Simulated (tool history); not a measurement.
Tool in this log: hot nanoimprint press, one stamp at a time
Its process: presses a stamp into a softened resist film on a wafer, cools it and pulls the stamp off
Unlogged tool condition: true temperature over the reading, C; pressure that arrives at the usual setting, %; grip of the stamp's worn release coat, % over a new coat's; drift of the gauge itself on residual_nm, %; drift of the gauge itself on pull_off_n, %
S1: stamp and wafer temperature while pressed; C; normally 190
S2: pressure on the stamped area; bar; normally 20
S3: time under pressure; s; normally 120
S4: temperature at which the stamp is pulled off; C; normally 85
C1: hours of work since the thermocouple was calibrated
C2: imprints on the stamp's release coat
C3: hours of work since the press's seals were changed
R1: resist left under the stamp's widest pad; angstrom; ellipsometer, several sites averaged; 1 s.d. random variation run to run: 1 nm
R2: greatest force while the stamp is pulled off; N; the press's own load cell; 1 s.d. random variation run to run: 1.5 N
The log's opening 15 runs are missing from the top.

run,day,S1,S2,S3,S4,C1,C2,C3,R1,R2
16,11.929,190,20,120,85,427,130,730,1591,144
17,12.933,190,20,120,85,440,193,743,1608,147
# day 13.733: press's hydraulic seals changed and the load cell set to zero
18,14.275,193,25.6,120,85,453,257,7,1278,150
19,15.254,199,24.7,167,74,466,318,20,901,161
20,15.896,189,20,201,85,475,359,29,1347,152
21,16.683,189,20,201,85,485,408,39,1329,154
22,17.483,179,17.2,85,89,496,459,50,2745,150
23,18.2,201,20.8,223,80,506,504,60,823,156
# day 19.158: plate thermocouple calibrated
24,19.421,195,20,122,85,3,573,74,1268,154
25,20.342,190,13.8,82,85,16,631,86,2055,154
26,20.975,185,16.2,178,82,24,671,95,1700,161
27,21.862,196,15.5,191,83,36,727,107,1145,163
28,22.808,196,13.9,191,83,49,786,119,1213,162
29,23.675,179,18.8,227,73,60,841,131,1840,171
# day 24.008: stamp cleaned and given a new release coat
30,24.992,180,17.7,119,85,74,62,145,2309,144
31,25.642,200,12.7,78,90,83,103,154,1618,141

Consider 3 possible next runs. They are alternatives, not a sequence: every one starts from the tool as it was left by run 31. What does each give?
A,26.758,194,12.7,213,90,98,173,168,?,?
B,26.758,195,12.7,78,90,98,173,168,?,?
C,26.758,179,12.7,142,79,98,173,168,?,?

run,R1,R2
A,1300,142
B,1882,144
C,2511,150
With the hidden condition removed and each run's random variation left untouched, the same runs would have given:
run,R1,R2
A,1265,138
B,1839,140
C,2454,146
